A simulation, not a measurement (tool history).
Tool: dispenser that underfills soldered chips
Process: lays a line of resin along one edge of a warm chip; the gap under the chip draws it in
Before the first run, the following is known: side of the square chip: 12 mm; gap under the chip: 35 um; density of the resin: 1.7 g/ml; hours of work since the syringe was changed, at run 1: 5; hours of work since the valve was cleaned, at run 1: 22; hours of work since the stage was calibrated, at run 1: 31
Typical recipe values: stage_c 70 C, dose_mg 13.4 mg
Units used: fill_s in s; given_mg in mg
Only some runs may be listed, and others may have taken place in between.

run    day  stage_c  dose_mg  hours of work since the syringe was changed  hours of work since the valve was cleaned  hours of work since the stage was calibrated  fill_s  given_mg
  1      0       70     13.4                                            5                                         22                                            31   303.4     13.13
  2  0.142       74     13.4                                            7                                         24                                            33   325.4     13.06
     0.321  -- new syringe of resin
  3   0.45       70     13.4                                            2                                         29                                            38   221.5     13.04
  4  0.629       70     13.4                                            5                                         32                                            40   277.1     13.02
  5  0.883       70     15.9                                            8                                         35                                            44   381.8     15.41
     0.996  -- new syringe of resin
  6  1.208       70     13.4                                            3                                         40                                            49     252     12.97
  7  1.362       70     13.4                                            5                                         42                                            51   316.3     12.91
     1.662  -- new syringe of resin
  8  1.662       70     13.5                                            0                                         47                                            55   190.5     12.96
  9  1.846       70     13.4                                            3                                         49                                            58   245.8     12.76
 10  2.054       70     13.4                                            6                                         52                                            61   322.1     12.89
 11  2.204       70     13.4                                            8                                         55                                            63   392.8      12.8
     2.346  -- new syringe of resin
 12  2.504       70     13.4                                            2                                         59                                            68   239.5     12.74
 13  2.692       70     13.4                                            5                                         62                                            70     304     12.64
 14  2.975       70     13.4                                            9                                         66                                            75     448     12.73
     3.025  -- new syringe of resin
 15  3.254       65     13.4                                            3                                         70                                            79   318.8      12.6
 16  3.517       65     13.4                                            7                                         74                                            83   453.3     12.55
       3.7  -- new syringe of resin
 17  3.742       65     13.4                                            1                                         77                                            86   245.8     12.56
 18  4.008       65     13.4                                            5                                         81                                            90   351.9     12.48
 19  4.275       60     13.4                                            9                                         85                                            94   616.2     12.44
     4.388  -- new syringe of resin
 20  4.508       60     13.4                                            2                                         88                                            97   349.7     12.43
 21  4.683       56     11.9                                            4                                         91                                           100   521.9     10.98
     4.867  -- dispensing valve cleaned and set on the balance
 22  5.046       84     11.9                                            9                                          3                                           104   262.8     11.92
     5.104  -- new syringe of resin
 23  5.342       70       15                                            4                                          7                                           109   261.6     15.03
 24  5.604       65     13.5                                            7                                         11                                           112   452.6     13.37
     5.783  -- new syringe of resin
 25    5.9       75     13.2                                            2                                         15                                           117   185.6      13.1
 26  6.167       69     12.1                                            6                                         19                                           121   335.4     11.96
 27  6.312       78     16.6                                            8                                         21                                           123   275.4     16.37
     6.471  -- new syringe of resin
 28  6.588       56     13.5                                            2                                         25                                           127   396.4     13.18
 29  6.846       83     13.8                                            6                                         29                                           131   189.8      13.5
 30  7.042       70     12.5                                            9                                         32                                           133   402.4     12.23
     7.154  -- new syringe of resin
 31  7.212       70     12.5                                            1                                         34                                           136   210.7     12.19
 32  7.404       57     17.2                                            4                                         37                                           139   452.4     16.74
 33  7.583       59     17.1                                            6                                         40                                           141   525.5     16.59
 34  7.788       66     16.4                                            9                                         43                                           144     507     15.83
     7.833  -- new syringe of resin
 35  8.071       66     13.1                                            4                                         47                                           148   321.5     12.69
 36  8.275       82     12.3                                            7                                         50                                           151   224.9     11.79

Below, each run's measurement less what the same run would have read without the hidden state. Both values contain the same run-to-run variation, but the gauge's scatter may not be the same in both:
What the log doesn't record here: resin's viscosity, % of fresh resin's; dose that the valve gives, % of what is set; true chip temperature over the reading, C; drift of the gauge itself on fill_s, %; drift of the gauge itself on given_mg, %.
run  fill_s  given_mg
  1  +112.6     -0.27
  2  +155.2      -0.3
  3   +27.7     -0.34
  4   +85.2     -0.37
  5  +191.8     -0.49
  6   +60.5     -0.46
  7  +119.7     -0.48
  8      -1     -0.53
  9   +50.9     -0.55
 10  +127.7     -0.58
 11    +198      -0.6
 12   +42.9     -0.64
 13  +109.6     -0.68
 14  +250.4     -0.72
 15   +81.7     -0.76
 16  +214.8     -0.81
 17    +9.4     -0.85
 18  +113.5     -0.88
 19  +321.9     -0.92
 20   +52.6     -0.95
 21  +173.7     -0.87
 22  +145.5     -0.01
 23   +68.4     -0.05
 24  +216.3     -0.09
 25   +23.3     -0.12
 26  +128.7     -0.15
 27    +135     -0.23
 28   +49.3     -0.23
 29   +71.1     -0.27
 30  +207.9     -0.28
 31   +15.1     -0.31
 32  +124.1     -0.46
 33  +224.4     -0.49
 34  +284.9     -0.51
 35   +86.6     -0.45
 36   +99.3     -0.46
